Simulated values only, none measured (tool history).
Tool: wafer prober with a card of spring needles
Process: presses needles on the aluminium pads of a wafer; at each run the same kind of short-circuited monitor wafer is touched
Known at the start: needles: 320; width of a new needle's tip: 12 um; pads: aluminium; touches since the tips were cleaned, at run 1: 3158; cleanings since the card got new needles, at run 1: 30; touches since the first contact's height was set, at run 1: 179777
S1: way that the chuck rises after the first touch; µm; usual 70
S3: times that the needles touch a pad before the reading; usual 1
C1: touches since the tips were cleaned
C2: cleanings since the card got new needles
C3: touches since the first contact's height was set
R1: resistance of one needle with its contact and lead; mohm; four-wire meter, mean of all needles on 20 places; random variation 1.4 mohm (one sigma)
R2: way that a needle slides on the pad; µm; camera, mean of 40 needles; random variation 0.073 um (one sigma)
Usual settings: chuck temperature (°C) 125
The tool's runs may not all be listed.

{"run": 1, "hour": 0.0, "S1": 70, "chuck temperature (°C)": 125, "S3": 1, "C1": 3158, "C2": 30, "C3": 179777, "R1": 167, "R2": 12.76}
{"hour": 3.4, "done": "tips cleaned on abrasive film"}
{"run": 2, "hour": 9.0, "S1": 70, "chuck temperature (°C)": 125, "S3": 1, "C1": 3153, "C2": 31, "C3": 184816, "R1": 167, "R2": 12.72}
{"hour": 12.9, "done": "tips cleaned on abrasive film"}
{"run": 3, "hour": 14.8, "S1": 70, "chuck temperature (°C)": 125, "S3": 1, "C1": 1089, "C2": 32, "C3": 188077, "R1": 166, "R2": 12.87}
{"run": 4, "hour": 21.3, "S1": 70, "chuck temperature (°C)": 125, "S3": 1, "C1": 4815, "C2": 32, "C3": 191803, "R1": 167, "R2": 12.65}
{"hour": 21.9, "done": "tips cleaned on abrasive film"}
{"run": 5, "hour": 26.3, "S1": 70, "chuck temperature (°C)": 125, "S3": 1, "C1": 2547, "C2": 33, "C3": 194604, "R1": 166, "R2": 12.63}
{"hour": 30.9, "done": "tips cleaned on abrasive film"}
{"run": 6, "hour": 33.0, "S1": 70, "chuck temperature (°C)": 38, "S3": 1, "C1": 1175, "C2": 34, "C3": 198312, "R1": 152, "R2": 12.72}
{"hour": 39.9, "done": "tips cleaned on abrasive film"}
{"run": 7, "hour": 40.1, "S1": 89, "chuck temperature (°C)": 125, "S3": 1, "C1": 92, "C2": 35, "C3": 202329, "R1": 163, "R2": 16.01}
{"hour": 49.2, "done": "tips cleaned on abrasive film"}
{"run": 8, "hour": 50.4, "S1": 70, "chuck temperature (°C)": 125, "S3": 1, "C1": 702, "C2": 36, "C3": 208157, "R1": 167, "R2": 12.62}
{"run": 9, "hour": 55.3, "S1": 70, "chuck temperature (°C)": 32, "S3": 1, "C1": 3474, "C2": 36, "C3": 210929, "R1": 151, "R2": 12.62}
{"hour": 58.1, "done": "tips cleaned on abrasive film"}
{"run": 10, "hour": 62.3, "S1": 70, "chuck temperature (°C)": 32, "S3": 1, "C1": 2368, "C2": 37, "C3": 214823, "R1": 151, "R2": 12.52}
{"hour": 67.3, "done": "tips cleaned on abrasive film"}
{"run": 11, "hour": 69.9, "S1": 70, "chuck temperature (°C)": 32, "S3": 1, "C1": 1449, "C2": 38, "C3": 219097, "R1": 148, "R2": 12.55}
{"hour": 76.1, "done": "tips cleaned on abrasive film"}
{"run": 12, "hour": 76.1, "S1": 70, "chuck temperature (°C)": 125, "S3": 1, "C1": 0, "C2": 39, "C3": 222608, "R1": 166, "R2": 12.48}
{"run": 13, "hour": 81.2, "S1": 76, "chuck temperature (°C)": 41, "S3": 1, "C1": 2895, "C2": 39, "C3": 225503, "R1": 154, "R2": 13.7}
{"hour": 85.2, "done": "tips cleaned on abrasive film"}
{"run": 14, "hour": 87.9, "S1": 78, "chuck temperature (°C)": 49, "S3": 1, "C1": 1528, "C2": 40, "C3": 229247, "R1": 154, "R2": 14.03}
{"hour": 94.4, "done": "tips cleaned on abrasive film"}
{"hour": 97.0, "done": "height of the first contact set anew"}
{"run": 15, "hour": 97.1, "S1": 78, "chuck temperature (°C)": 36, "S3": 1, "C1": 1392, "C2": 41, "C3": 55, "R1": 149, "R2": 14.13}
{"run": 16, "hour": 103.3, "S1": 78, "chuck temperature (°C)": 36, "S3": 1, "C1": 4904, "C2": 41, "C3": 3567, "R1": 150, "R2": 13.8}
{"hour": 103.9, "done": "tips cleaned on abrasive film"}
{"run": 17, "hour": 111.0, "S1": 72, "chuck temperature (°C)": 102, "S3": 1, "C1": 4040, "C2": 42, "C3": 7911, "R1": 160, "R2": 12.89}
{"hour": 113.5, "done": "tips cleaned on abrasive film"}
{"run": 18, "hour": 121.0, "S1": 72, "chuck temperature (°C)": 102, "S3": 1, "C1": 4276, "C2": 43, "C3": 13559, "R1": 163, "R2": 12.84}
{"hour": 122.5, "done": "tips cleaned on abrasive film"}
{"hour": 131.4, "done": "tips cleaned on abrasive film"}
{"run": 19, "hour": 131.4, "S1": 64, "chuck temperature (°C)": 29, "S3": 1, "C1": 0, "C2": 45, "C3": 19344, "R1": 146, "R2": 11.38}
{"run": 20, "hour": 138.3, "S1": 81, "chuck temperature (°C)": 57, "S3": 1, "C1": 3931, "C2": 45, "C3": 23275, "R1": 155, "R2": 14.41}
{"hour": 140.9, "done": "tips cleaned on abrasive film"}
{"run": 21, "hour": 146.0, "S1": 81, "chuck temperature (°C)": 57, "S3": 1, "C1": 2928, "C2": 46, "C3": 27612, "R1": 153, "R2": 14.39}
{"hour": 150.2, "done": "tips cleaned on abrasive film"}
{"run": 22, "hour": 153.3, "S1": 81, "chuck temperature (°C)": 121, "S3": 2, "C1": 1789, "C2": 47, "C3": 31715, "R1": 164, "R2": 14.35}
{"hour": 159.1, "done": "tips cleaned on abrasive film"}
{"hour": 160.5, "done": "gauge calibrated"}
{"run": 23, "hour": 161.5, "S1": 87, "chuck temperature (°C)": 125, "S3": 1, "C1": 1343, "C2": 48, "C3": 36315, "R1": 167, "R2": 15.81}

5 ways to go on from here, each from the tool as it stands after run 23. What would each give?
{"hour": 168.3, "done": "tips cleaned on abrasive film"}
{"run": "A", "hour": 169.2, "S1": 57, "chuck temperature (°C)": 48, "S3": 2, "C1": 497, "C2": 49, "C3": 40640, "R1": "?", "R2": "?"}
{"hour": 168.3, "done": "tips cleaned on abrasive film"}
{"run": "B", "hour": 169.2, "S1": 87, "chuck temperature (°C)": 45, "S3": 1, "C1": 497, "C2": 49, "C3": 40640, "R1": "?", "R2": "?"}
{"hour": 168.3, "done": "tips cleaned on abrasive film"}
{"run": "C", "hour": 169.2, "S1": 70, "chuck temperature (°C)": 125, "S3": 2, "C1": 497, "C2": 49, "C3": 40640, "R1": "?", "R2": "?"}
{"hour": 168.3, "done": "tips cleaned on abrasive film"}
{"run": "D", "hour": 169.2, "S1": 55, "chuck temperature (°C)": 125, "S3": 1, "C1": 497, "C2": 49, "C3": 40640, "R1": "?", "R2": "?"}
{"hour": 168.3, "done": "tips cleaned on abrasive film"}
{"run": "E", "hour": 169.2, "S1": 58, "chuck temperature (°C)": 125, "S3": 2, "C1": 497, "C2": 49, "C3": 40640, "R1": "?", "R2": "?"}

run=A R1=154 R2=10.35
run=B R1=153 R2=15.82
run=C R1=168 R2=12.82
run=D R1=167 R2=9.98
run=E R1=167 R2=10.63
Without the tool's hidden state the same runs would have given:
run=A R1=154 R2=10.37
run=B R1=153 R2=15.86
run=C R1=168 R2=12.85
run=D R1=167 R2=10.00
run=E R1=167 R2=10.66

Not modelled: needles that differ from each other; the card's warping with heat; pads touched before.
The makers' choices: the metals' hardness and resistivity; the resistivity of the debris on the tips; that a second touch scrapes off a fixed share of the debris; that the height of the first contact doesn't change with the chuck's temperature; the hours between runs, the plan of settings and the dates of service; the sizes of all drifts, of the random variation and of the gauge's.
